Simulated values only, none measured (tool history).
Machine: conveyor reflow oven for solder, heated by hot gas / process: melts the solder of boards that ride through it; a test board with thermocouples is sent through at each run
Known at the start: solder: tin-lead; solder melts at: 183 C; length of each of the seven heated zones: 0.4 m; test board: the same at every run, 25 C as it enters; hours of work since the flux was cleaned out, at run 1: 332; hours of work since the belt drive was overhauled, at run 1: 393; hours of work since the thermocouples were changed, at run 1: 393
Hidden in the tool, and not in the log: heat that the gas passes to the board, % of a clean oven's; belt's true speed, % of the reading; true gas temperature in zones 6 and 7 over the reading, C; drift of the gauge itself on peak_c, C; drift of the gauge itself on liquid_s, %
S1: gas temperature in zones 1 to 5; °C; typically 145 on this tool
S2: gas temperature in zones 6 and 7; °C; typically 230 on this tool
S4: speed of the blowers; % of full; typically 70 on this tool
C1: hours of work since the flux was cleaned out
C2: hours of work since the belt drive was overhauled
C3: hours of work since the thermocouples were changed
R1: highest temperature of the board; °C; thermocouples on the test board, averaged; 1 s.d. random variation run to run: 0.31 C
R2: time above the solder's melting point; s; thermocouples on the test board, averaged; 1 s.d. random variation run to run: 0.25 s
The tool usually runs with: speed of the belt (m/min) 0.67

run 1 day=0 | S1=145 S2=230 speed_of_the_belt_(m/min)=0.67 S4=70 | C1=332 C2=393 C3=393 | R1=217.5 R2=57.1
run 2 day=0.462 | S1=145 S2=230 speed_of_the_belt_(m/min)=0.67 S4=64 | C1=341 C2=401 C3=401 | R1=216.4 R2=56.1
-- day=0.746 flux residue cleaned out of gas plates and filters
run 3 day=1.196 | S1=145 S2=230 speed_of_the_belt_(m/min)=0.67 S4=64 | C1=9 C2=411 C3=411 | R1=216.9 R2=56.2
run 4 day=1.904 | S1=145 S2=230 speed_of_the_belt_(m/min)=0.67 S4=70 | C1=22 C2=425 C3=425 | R1=217.7 R2=57
run 5 day=2.696 | S1=145 S2=230 speed_of_the_belt_(m/min)=0.717 S4=70 | C1=37 C2=440 C3=440 | R1=215.9 R2=51.7
run 6 day=3.338 | S1=145 S2=230 speed_of_the_belt_(m/min)=0.717 S4=70 | C1=49 C2=452 C3=452 | R1=215.9 R2=51.6
run 7 day=4.042 | S1=145 S2=230 speed_of_the_belt_(m/min)=0.717 S4=86 | C1=63 C2=466 C3=466 | R1=218.1 R2=53.4
run 8 day=4.704 | S1=145 S2=230 speed_of_the_belt_(m/min)=0.67 S4=70 | C1=75 C2=478 C3=478 | R1=217.6 R2=56.4
run 9 day=5.362 | S1=145 S2=237 speed_of_the_belt_(m/min)=0.6 S4=70 | C1=88 C2=491 C3=491 | R1=227.2 R2=69.5
run 10 day=6.204 | S1=144 S2=231 speed_of_the_belt_(m/min)=0.6 S4=70 | C1=104 C2=507 C3=507 | R1=221 R2=66.1
run 11 day=6.7 | S1=158 S2=230 speed_of_the_belt_(m/min)=0.67 S4=57 | C1=113 C2=516 C3=516 | R1=217.6 R2=62.1
run 12 day=7.517 | S1=151 S2=230 speed_of_the_belt_(m/min)=0.67 S4=86 | C1=129 C2=532 C3=532 | R1=220.7 R2=61
run 13 day=8.017 | S1=144 S2=221 speed_of_the_belt_(m/min)=0.746 S4=78 | C1=139 C2=541 C3=541 | R1=207.8 R2=43.6
run 14 day=8.679 | S1=144 S2=221 speed_of_the_belt_(m/min)=0.746 S4=78 | C1=151 C2=554 C3=554 | R1=208 R2=43.6
run 15 day=9.517 | S1=144 S2=221 speed_of_the_belt_(m/min)=0.746 S4=78 | C1=167 C2=570 C3=570 | R1=208.1 R2=43.7

Alternative continuations, all from the tool just after run 15; predict every row:
run A day=10.217 | S1=150 S2=235 speed_of_the_belt_(m/min)=0.696 S4=70 | C1=181 C2=583 C3=583 | R1=? R2=?
run B day=10.217 | S1=145 S2=228 speed_of_the_belt_(m/min)=0.559 S4=77 | C1=181 C2=583 C3=583 | R1=? R2=?
run C day=10.217 | S1=135 S2=221 speed_of_the_belt_(m/min)=0.746 S4=70 | C1=181 C2=583 C3=583 | R1=? R2=?
run D day=10.217 | S1=145 S2=242 speed_of_the_belt_(m/min)=0.734 S4=85 | C1=181 C2=583 C3=583 | R1=? R2=?

run=A R1=221.3 R2=58.7
run=B R1=220.6 R2=71.9
run=C R1=204.9 R2=37.7
run=D R1=227.4 R2=57.5
Without the tool's unlogged condition, the same runs would have read:
run=A R1=221.3 R2=58.7
run=B R1=220.6 R2=71.9
run=C R1=205 R2=37.7
run=D R1=227.4 R2=57.6
